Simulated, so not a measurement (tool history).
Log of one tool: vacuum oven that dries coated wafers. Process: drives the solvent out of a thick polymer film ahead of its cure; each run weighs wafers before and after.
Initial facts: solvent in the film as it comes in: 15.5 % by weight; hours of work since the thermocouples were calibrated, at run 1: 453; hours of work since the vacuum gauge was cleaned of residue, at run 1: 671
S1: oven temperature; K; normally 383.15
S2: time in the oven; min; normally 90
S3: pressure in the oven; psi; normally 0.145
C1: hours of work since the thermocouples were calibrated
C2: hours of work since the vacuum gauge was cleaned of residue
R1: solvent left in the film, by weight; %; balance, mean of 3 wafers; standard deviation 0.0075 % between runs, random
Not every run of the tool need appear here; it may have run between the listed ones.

run	hour	S1	S2	S3	C1	C2	R1
1	0	383.15	90	0.145	453	671	1.306
2	34.2	383.15	90	0.145	469	687	1.313
3	73	383.15	90	0.145	488	706	1.314
4	110.1	383.15	90	0.145	506	724	1.318
5	130.9	383.15	90	0.145	517	735	1.298
6	168.9	383.15	90	0.145	535	753	1.305
7	200.1	383.15	90	0.145	550	768	1.316
8	240.5	383.15	90	0.145	570	788	1.329
9	275.2	383.15	90	0.145	587	805	1.319
10	303.4	383.15	90	0.145	601	819	1.324
11	332.5	383.15	90	0.145	615	833	1.32
12	360.8	383.15	54	0.145	629	847	2.508
13	389.8	368.15	54	0.145	643	861	5.319
14	421.9	383.15	90	0.145	659	877	1.319
15	441	383.15	90	0.145	668	886	1.321
16	462.8	383.15	90	0.145	679	897	1.338
17	482.4	383.15	90	0.145	689	907	1.334
18	501.9	383.15	90	0.145	698	916	1.334
19	537.3	383.15	90	0.145	716	934	1.325
20	566.8	383.15	90	0.145	730	948	1.338
# hour 570.9: oven's thermocouples calibrated
21	586.6	377.15	90	0.145	8	957	1.892
22	606.6	390.15	90	0.145	18	967	0.873
23	625.3	372.15	81	0.106	27	976	2.672
24	657.4	372.15	81	0.106	42	991	2.666
# hour 669: oven's thermocouples calibrated, once more
25	682.7	372.15	81	0.106	7	1003	3.039
26	701	373.15	48	0.239	16	1012	5.503
27	718.4	373.15	78	0.261	24	1020	3.858
28	755	392.15	47	0.199	42	1038	2.076
29	796.3	385.15	95	0.199	62	1058	1.466
# hour 807.9: vacuum gauge cleaned of residue and calibrated
30	829.3	385.15	95	0.199	78	10	1.158
31	850.3	395.15	90	0.525	88	21	1.671
32	868.8	388.15	90	0.497	97	30	2.135
33	897.7	369.15	80	0.075	111	44	2.949
34	916.8	370.15	90	0.145	121	53	2.804
35	955.9	383.15	90	0.17	140	72	1.284
36	991.9	383.15	60	0.273	157	90	2.609
37	1015	383.15	138	0.087	169	101	0.517
38	1046.6	377.15	69	0.239	184	117	3.01
39	1073.8	377.15	69	0.239	197	130	2.991
40	1090.9	377.15	69	0.239	206	139	2.995
41	1112.2	377.15	69	0.239	216	149	3.002
42	1149	384.15	53	0.117	234	167	2.237
43	1183.8	390.15	94	0.476	251	184	1.854
44	1207.4	398.15	94	0.102	263	196	0.339

Per-run results on a tool with no hidden state, each run keeping its own random variation:
Hidden state present: true wafer temperature over the reading, C; true pressure over the reading, kPa; drift of the gauge itself on solvent_pct, %.
run	R1
1	1.165
2	1.169
3	1.169
4	1.17
5	1.149
6	1.153
7	1.163
8	1.174
9	1.162
10	1.166
11	1.16
12	2.451
13	5.244
14	1.155
15	1.155
16	1.171
17	1.166
18	1.166
19	1.155
20	1.166
21	1.787
22	0.729
23	2.609
24	2.603
25	2.608
26	5.146
27	3.44
28	1.846
29	1.156
30	1.166
31	1.677
32	2.144
33	2.965
34	2.819
35	1.287
36	2.629
37	0.5
38	3.031
39	3.013
40	3.018
41	3.024
42	2.261
43	1.85
44	0.314

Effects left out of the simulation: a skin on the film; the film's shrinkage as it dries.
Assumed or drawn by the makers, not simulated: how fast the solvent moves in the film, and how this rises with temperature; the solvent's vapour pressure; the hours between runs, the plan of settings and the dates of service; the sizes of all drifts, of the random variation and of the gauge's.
